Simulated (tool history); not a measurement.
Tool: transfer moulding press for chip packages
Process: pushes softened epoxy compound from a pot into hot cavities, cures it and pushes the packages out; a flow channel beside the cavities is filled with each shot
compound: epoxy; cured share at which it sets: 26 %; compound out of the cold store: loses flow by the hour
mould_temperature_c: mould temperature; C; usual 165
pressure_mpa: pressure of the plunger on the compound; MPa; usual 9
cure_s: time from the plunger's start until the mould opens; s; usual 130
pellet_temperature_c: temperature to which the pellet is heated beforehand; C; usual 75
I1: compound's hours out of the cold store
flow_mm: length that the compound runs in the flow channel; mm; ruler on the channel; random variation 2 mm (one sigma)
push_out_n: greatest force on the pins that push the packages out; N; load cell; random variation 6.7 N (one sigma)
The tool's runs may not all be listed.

run 1 hour=0 | mould_temperature_c=165 pressure_mpa=9 cure_s=130 pellet_temperature_c=75 | I1=23.8 | flow_mm=775 push_out_n=579
-- hour=6.5 cavities cleaned with cleaning compound and waxed
run 2 hour=19.1 | mould_temperature_c=165 pressure_mpa=9 cure_s=130 pellet_temperature_c=75 | I1=29.8 | flow_mm=760 push_out_n=756
run 3 hour=59.8 | mould_temperature_c=163 pressure_mpa=9 cure_s=130 pellet_temperature_c=75 | I1=28.8 | flow_mm=765 push_out_n=808
run 4 hour=76.7 | mould_temperature_c=165 pressure_mpa=9 cure_s=130 pellet_temperature_c=69 | I1=41.4 | flow_mm=728 push_out_n=699
-- hour=92.4 cavities cleaned with cleaning compound and waxed
run 5 hour=99 | mould_temperature_c=165 pressure_mpa=9 cure_s=130 pellet_temperature_c=69 | I1=23.9 | flow_mm=774 push_out_n=321
run 6 hour=132 | mould_temperature_c=165 pressure_mpa=9 cure_s=130 pellet_temperature_c=69 | I1=30.3 | flow_mm=755 push_out_n=455
run 7 hour=148.5 | mould_temperature_c=165 pressure_mpa=9 cure_s=130 pellet_temperature_c=69 | I1=13.4 | flow_mm=798 push_out_n=518
-- hour=179.6 cavities cleaned with cleaning compound and waxed
run 8 hour=180.7 | mould_temperature_c=165 pressure_mpa=9.53 cure_s=130 pellet_temperature_c=69 | I1=40.1 | flow_mm=749 push_out_n=294
run 9 hour=216.7 | mould_temperature_c=165 pressure_mpa=9 cure_s=130 pellet_temperature_c=75 | I1=34.7 | flow_mm=736 push_out_n=453
-- hour=240.7 cavities cleaned with cleaning compound and waxed, once more
run 10 hour=251.4 | mould_temperature_c=165 pressure_mpa=9 cure_s=130 pellet_temperature_c=75 | I1=34.7 | flow_mm=740 push_out_n=349
run 11 hour=279.3 | mould_temperature_c=165 pressure_mpa=9 cure_s=130 pellet_temperature_c=69 | I1=38.9 | flow_mm=727 push_out_n=451
run 12 hour=310.2 | mould_temperature_c=165 pressure_mpa=9 cure_s=130 pellet_temperature_c=75 | I1=41.3 | flow_mm=719 push_out_n=531
-- hour=327.3 cavities cleaned with cleaning compound and waxed
run 13 hour=329.2 | mould_temperature_c=165 pressure_mpa=9 cure_s=130 pellet_temperature_c=75 | I1=13.5 | flow_mm=794 push_out_n=316
run 14 hour=349.6 | mould_temperature_c=165 pressure_mpa=9 cure_s=130 pellet_temperature_c=75 | I1=45 | flow_mm=708 push_out_n=415
-- hour=374.6 plunger's sealing rings changed
run 15 hour=388.6 | mould_temperature_c=157 pressure_mpa=9.93 cure_s=169 pellet_temperature_c=75 | I1=33.5 | flow_mm=832 push_out_n=544
run 16 hour=408.7 | mould_temperature_c=165 pressure_mpa=9 cure_s=143 pellet_temperature_c=75 | I1=16.2 | flow_mm=821 push_out_n=493
-- hour=415.8 cavities cleaned with cleaning compound and waxed
run 17 hour=435.4 | mould_temperature_c=171 pressure_mpa=7.07 cure_s=162 pellet_temperature_c=66 | I1=38.1 | flow_mm=663 push_out_n=314
run 18 hour=451.8 | mould_temperature_c=161 pressure_mpa=9.93 cure_s=162 pellet_temperature_c=66 | I1=44.7 | flow_mm=788 push_out_n=403
run 19 hour=486.9 | mould_temperature_c=166 pressure_mpa=9.9 cure_s=114 pellet_temperature_c=73 | I1=40 | flow_mm=780 push_out_n=651
-- hour=501.6 cavities cleaned with cleaning compound and waxed
run 20 hour=517.3 | mould_temperature_c=165 pressure_mpa=9 cure_s=130 pellet_temperature_c=82 | I1=16.3 | flow_mm=811 push_out_n=369
run 21 hour=534.9 | mould_temperature_c=165 pressure_mpa=9 cure_s=144 pellet_temperature_c=72 | I1=36.4 | flow_mm=757 push_out_n=375
run 22 hour=574.2 | mould_temperature_c=164 pressure_mpa=7.71 cure_s=164 pellet_temperature_c=67 | I1=16.4 | flow_mm=754 push_out_n=445
-- hour=586.3 cavities cleaned with cleaning compound and waxed
run 23 hour=603.3 | mould_temperature_c=164 pressure_mpa=7.41 cure_s=119 pellet_temperature_c=67 | I1=41.9 | flow_mm=674 push_out_n=518
run 24 hour=619.7 | mould_temperature_c=164 pressure_mpa=9.79 cure_s=114 pellet_temperature_c=67 | I1=40.7 | flow_mm=780 push_out_n=634
run 25 hour=656.5 | mould_temperature_c=173 pressure_mpa=9 cure_s=119 pellet_temperature_c=75 | I1=46.5 | flow_mm=708 push_out_n=439

The next listed run, before its measurement:
-- hour=672.9 cavities cleaned with cleaning compound and waxed
run 26 hour=684.7 | mould_temperature_c=173 pressure_mpa=9 cure_s=119 pellet_temperature_c=75 | I1=38.9 | flow_mm=? push_out_n=?

{"run 26": {"flow_mm": 726, "push_out_n": 284}}
Without the tool's hidden state the same run would have given flow_mm 735 mm, push_out_n 225 N.
